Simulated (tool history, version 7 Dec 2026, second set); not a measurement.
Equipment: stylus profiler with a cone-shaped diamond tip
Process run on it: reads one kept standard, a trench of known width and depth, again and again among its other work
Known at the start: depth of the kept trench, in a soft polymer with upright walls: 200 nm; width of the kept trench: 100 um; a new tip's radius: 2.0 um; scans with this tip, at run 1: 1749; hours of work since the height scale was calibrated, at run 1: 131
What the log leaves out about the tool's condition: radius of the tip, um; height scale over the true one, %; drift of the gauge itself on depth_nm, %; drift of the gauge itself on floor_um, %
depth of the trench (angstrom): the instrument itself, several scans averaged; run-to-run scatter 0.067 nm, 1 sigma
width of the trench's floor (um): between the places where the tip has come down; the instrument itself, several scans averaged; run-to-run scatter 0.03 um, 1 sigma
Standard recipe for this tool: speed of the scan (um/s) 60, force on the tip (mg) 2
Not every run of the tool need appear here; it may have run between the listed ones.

run    day  speed of the scan (um/s)  force on the tip (mg)  scans with this tip  hours of work since the height scale was calibrated  depth of the trench (angstrom)  width of the trench's floor (um)
  1      0                        60                      2                 1749                                                  131                          2015.8                             97.91
  2  0.462                        60                      2                 1863                                                  140                          2013.7                             97.94
  3  0.896                        57                      2                 1970                                                  148                          2015.9                             97.97
  4  1.308                        57                   2.34                 2071                                                  155                          2017.3                             97.97
  5  1.729                        60                      2                 2174                                                  163                          2014.2                             97.92
  6  2.383                        34                      2                 2336                                                  175                            2015                             98.01
  7  2.829                        34                      2                 2445                                                  184                          2015.4                             98.05
  8  3.562                        60                   1.02                 2626                                                  197                          2009.6                             97.78
  9  4.096                        60                   1.59                 2757                                                  207                          2013.2                             97.86
 10  4.842                        60                   1.61                 2940                                                  221                          2013.6                             97.84
 11  5.325                       217                   3.36                 3059                                                  230                          2021.3                             97.53
 12  6.029                       217                   1.78                 3232                                                  243                          2015.1                             97.31
 13  6.429                        62                   1.04                 3331                                                  250                            2010                             97.74

Table of differences, measured result less the result of that run with no hidden state. Run-to-run variation is the same in both. Gauge scatter possibly is not:
run  width of the trench's floor (um)
  1                             -0.16
  2                             -0.16
  3                             -0.17
  4                             -0.18
  5                             -0.18
  6                              -0.2
  7                              -0.2
  8                             -0.22
  9                             -0.22
 10                             -0.23
 11                             -0.24
 12                             -0.25
 13                             -0.26
depth of the trench (angstrom) without the hidden state stays within 0.3 of what was measured, in all runs.
